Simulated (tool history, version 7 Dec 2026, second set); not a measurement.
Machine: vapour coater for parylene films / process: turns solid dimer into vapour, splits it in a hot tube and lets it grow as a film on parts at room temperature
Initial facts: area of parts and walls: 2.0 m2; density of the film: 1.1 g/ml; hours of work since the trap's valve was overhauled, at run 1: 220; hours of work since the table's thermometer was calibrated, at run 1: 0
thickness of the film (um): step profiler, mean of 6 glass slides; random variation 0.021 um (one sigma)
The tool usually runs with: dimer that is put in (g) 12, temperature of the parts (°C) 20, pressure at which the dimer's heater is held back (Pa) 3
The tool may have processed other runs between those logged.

run    hour  dimer that is put in (g)  temperature of the parts (°C)  pressure at which the dimer's heater is held back (Pa)  hours of work since the trap's valve was overhauled  hours of work since the table's thermometer was calibrated  thickness of the film (um)
  1       0                        12                             20                                                       3                                                  220                                                           0                        4.02
  2    37.5                        12                             20                                                       3                                                  243                                                          22                        4.02
  3   111.8                        12                             20                                                    3.92                                                  287                                                          66                        3.81
  4   150.4                        12                             20                                                    3.92                                                  310                                                          89                        3.83
  5   236.9                        12                             20                                                    3.92                                                  361                                                         141                        3.81
  6   294.5                        12                             20                                                       3                                                  395                                                         175                        3.88
  7   351.8                        12                             20                                                       3                                                  429                                                         209                        3.93
  8   430.5                        12                             20                                                       3                                                  476                                                         256                        3.87
      450.4  -- trap's valve overhauled
  9   498.5                        12                             20                                                     2.7                                                   29                                                         294                        3.89
 10   540.5                        12                             20                                                     2.7                                                   54                                                         319                        3.82
 11     588                        12                             20                                                     2.7                                                   82                                                         347                        3.84
      599.4  -- trap's valve overhauled, once more
 12   665.9                        12                             20                                                     2.7                                                   40                                                         391                         4.1
 13   706.1                        12                             20                                                     2.7                                                   63                                                         415                         4.1
 14   784.4                        12                             22                                                       3                                                  110                                                         462                        3.69
 15   872.8                        12                             22                                                       3                                                  163                                                         514                        3.73
 16   950.3                        10                             18                                                       3                                                  209                                                         560                        3.54
 17  1029.3                        10                             18                                                       3                                                  256                                                         607                        3.54
 18  1101.3                        12                             25                                                       3                                                  298                                                         650                        3.23
 19  1148.4                         7                             25                                                    3.42                                                  326                                                         678                        1.89
 20  1225.2                        18                             13                                                    5.57                                                  372                                                         724                        6.97

For run 21, what comes out?
 21  1304.1                        18                             13                                                    5.57                                                  419                                                         771                           ?

thickness of the film (um): 6.89
Take away the tool's hidden state, keep the run-to-run variation as it was, and the same run would have given thickness of the film (um) 7.36.
